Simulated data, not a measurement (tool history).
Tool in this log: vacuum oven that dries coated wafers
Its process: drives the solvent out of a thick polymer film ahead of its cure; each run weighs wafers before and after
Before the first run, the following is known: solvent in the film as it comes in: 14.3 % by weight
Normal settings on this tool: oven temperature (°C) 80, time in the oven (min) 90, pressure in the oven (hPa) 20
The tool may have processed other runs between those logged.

run,hour,oven temperature (°C),time in the oven (min),pressure in the oven (hPa),solvent left in the film (%)
1,0,80,90,20,3.03
2,9.8,80,90,20,2.94
3,30.1,80,90,20,2.91
4,43.1,84,90,20,2.51
5,53.8,80,90,64.5,8.22
6,71.3,80,90,64.5,8.45
7,84.6,91,90,20,1.86
8,93.7,91,99,16.7,1.47
9,106.3,70,83,63.6,12.46
10,123.6,80,90,11.4,1.9
11,136.8,69,60,73.8,14.51

How would selected steps in solvent left in the film (%) from run to run divide? Give the signed amount a tool lacking its hidden state would still show from settings, what came in and random variation, and the signed amount left for the hidden state, including any gauge scatter that is not in both of the compared results.
What the log doesn't record here: true wafer temperature over the reading, C; true pressure over the reading, kPa; drift of the gauge itself on solvent_pct, %.
Run 8 -> 9: oven temperature (°C) 91 -> 70, time in the oven (min) 99 -> 83, pressure in the oven (hPa) 16.7 -> 63.6. solvent left in the film (%) +10.99: hidden state -0.52, all else +11.51.
Run 10 -> 11: oven temperature (°C) 80 -> 69, time in the oven (min) 90 -> 60, pressure in the oven (hPa) 11.4 -> 73.8. solvent left in the film (%) +12.61: hidden state -0.01, all else +12.62.
